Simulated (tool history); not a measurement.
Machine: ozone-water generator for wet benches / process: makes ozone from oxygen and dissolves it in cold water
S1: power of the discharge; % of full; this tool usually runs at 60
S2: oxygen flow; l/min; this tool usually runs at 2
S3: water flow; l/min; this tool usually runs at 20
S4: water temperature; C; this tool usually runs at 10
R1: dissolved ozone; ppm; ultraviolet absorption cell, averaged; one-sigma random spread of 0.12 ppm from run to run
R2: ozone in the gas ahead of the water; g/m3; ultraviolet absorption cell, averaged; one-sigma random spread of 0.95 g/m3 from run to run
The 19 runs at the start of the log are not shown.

run 20 hour=1497.9 | S1=99 S2=1.84 S3=20 S4=9 | R1=15.5 R2=260.6
run 21 hour=1549.6 | S1=42 S2=1.84 S3=20 S4=9 | R1=7.3 R2=123.2
run 22 hour=1607.6 | S1=42 S2=1.38 S3=20 S4=5 | R1=6.7 R2=138.4
run 23 hour=1652.6 | S1=60 S2=2 S3=15 S4=16 | R1=13.1 R2=160.8
run 24 hour=1699.8 | S1=91 S2=2 S3=14 S4=10 | R1=21.6 R2=234
run 25 hour=1745 | S1=60 S2=3.11 S3=20 S4=10 | R1=11.8 R2=132
run 26 hour=1805.3 | S1=60 S2=3.11 S3=20 S4=10 | R1=11.8 R2=133.4
run 27 hour=1849.5 | S1=60 S2=3.11 S3=20 S4=10 | R1=11.9 R2=133.2
run 28 hour=1949.3 | S1=64 S2=2.64 S3=20 S4=9 | R1=11.9 R2=151
run 29 hour=2044.6 | S1=64 S2=2.64 S3=20 S4=9 | R1=11.8 R2=150.7
run 30 hour=2094.7 | S1=60 S2=1.7 S3=18 S4=10 | R1=10.8 R2=175.1
run 31 hour=2193.4 | S1=91 S2=2 S3=20 S4=7 | R1=14.9 R2=232.2
run 32 hour=2240.1 | S1=91 S2=1.93 S3=20 S4=17 | R1=13.8 R2=234.7
run 33 hour=2289.1 | S1=88 S2=1.93 S3=20 S4=17 | R1=13.4 R2=229.5

4 ways to go on from here, each from the tool as it stands after run 33. What would each give?
run A hour=2366 | S1=40 S2=2 S3=20 S4=10 | R1=? R2=?
run B hour=2366 | S1=90 S2=2.65 S3=20 S4=6 | R1=? R2=?
run C hour=2366 | S1=71 S2=1.23 S3=20 S4=10 | R1=? R2=?
run D hour=2366 | S1=60 S2=3.58 S3=20 S4=10 | R1=? R2=?

run=A R1=7 R2=111.5
run=B R1=16.5 R2=201.7
run=C R1=9.5 R2=230.3
run=D R1=12.1 R2=123.5
Stripped of hidden state, with their random variation kept, the same runs would have yielded:
run=A R1=7 R2=111.5
run=B R1=16.5 R2=201.9
run=C R1=9.5 R2=230.5
run=D R1=12.2 R2=123.6

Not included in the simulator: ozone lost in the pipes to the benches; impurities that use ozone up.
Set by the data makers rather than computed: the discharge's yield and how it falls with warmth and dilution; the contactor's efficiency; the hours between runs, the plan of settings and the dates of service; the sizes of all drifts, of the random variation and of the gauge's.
